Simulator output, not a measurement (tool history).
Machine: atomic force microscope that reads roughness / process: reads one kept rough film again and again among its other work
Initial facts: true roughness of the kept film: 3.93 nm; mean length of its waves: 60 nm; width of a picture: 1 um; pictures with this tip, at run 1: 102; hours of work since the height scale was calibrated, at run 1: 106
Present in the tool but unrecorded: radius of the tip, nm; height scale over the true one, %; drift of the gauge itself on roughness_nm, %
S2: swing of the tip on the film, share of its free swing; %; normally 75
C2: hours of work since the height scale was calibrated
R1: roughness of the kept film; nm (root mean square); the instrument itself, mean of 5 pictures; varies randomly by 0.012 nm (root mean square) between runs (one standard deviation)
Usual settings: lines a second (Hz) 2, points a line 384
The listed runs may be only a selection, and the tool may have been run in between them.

run 1 hour=0 | lines_a_second_(Hz)=2 S2=75 points_a_line=384 | pictures_with_this_tip=102 C2=106 | R1=3.164
run 2 hour=5.2 | lines_a_second_(Hz)=1.62 S2=75 points_a_line=384 | pictures_with_this_tip=106 C2=109 | R1=3.257
run 3 hour=10.6 | lines_a_second_(Hz)=0.94 S2=75 points_a_line=384 | pictures_with_this_tip=111 C2=111 | R1=3.412
run 4 hour=15.4 | lines_a_second_(Hz)=0.94 S2=75 points_a_line=384 | pictures_with_this_tip=115 C2=114 | R1=3.386
run 5 hour=23.2 | lines_a_second_(Hz)=2 S2=75 points_a_line=384 | pictures_with_this_tip=121 C2=118 | R1=3.154
run 6 hour=31.5 | lines_a_second_(Hz)=1.49 S2=75 points_a_line=1011 | pictures_with_this_tip=128 C2=122 | R1=3.272
-- hour=33.2 height scale calibrated on a step standard
run 7 hour=38 | lines_a_second_(Hz)=1.49 S2=75 points_a_line=1011 | pictures_with_this_tip=132 C2=2 | R1=3.263
run 8 hour=43.7 | lines_a_second_(Hz)=2.11 S2=68 points_a_line=384 | pictures_with_this_tip=137 C2=5 | R1=3.252
run 9 hour=50.6 | lines_a_second_(Hz)=1.3 S2=81 points_a_line=384 | pictures_with_this_tip=143 C2=8 | R1=3.213
run 10 hour=54.4 | lines_a_second_(Hz)=3.25 S2=72 points_a_line=256 | pictures_with_this_tip=146 C2=10 | R1=2.944

Alternative continuations, all from the tool just after run 10; predict every row:
run A hour=58.7 | lines_a_second_(Hz)=1.45 S2=72 points_a_line=315 | pictures_with_this_tip=149 C2=12 | R1=?
run B hour=58.7 | lines_a_second_(Hz)=3.25 S2=62 points_a_line=580 | pictures_with_this_tip=149 C2=12 | R1=?
run C hour=58.7 | lines_a_second_(Hz)=3.25 S2=76 points_a_line=603 | pictures_with_this_tip=149 C2=12 | R1=?
run D hour=58.7 | lines_a_second_(Hz)=1.62 S2=68 points_a_line=424 | pictures_with_this_tip=149 C2=12 | R1=?
run E hour=58.7 | lines_a_second_(Hz)=2.37 S2=78 points_a_line=275 | pictures_with_this_tip=149 C2=12 | R1=?

run=A R1=3.327
run=B R1=3.23
run=C R1=2.829
run=D R1=3.324
run=E R1=2.958
Stripped of hidden state, with their random variation kept, the same runs would have yielded:
run=A R1=3.488
run=B R1=3.386
run=C R1=2.966
run=D R1=3.486
run=E R1=3.102
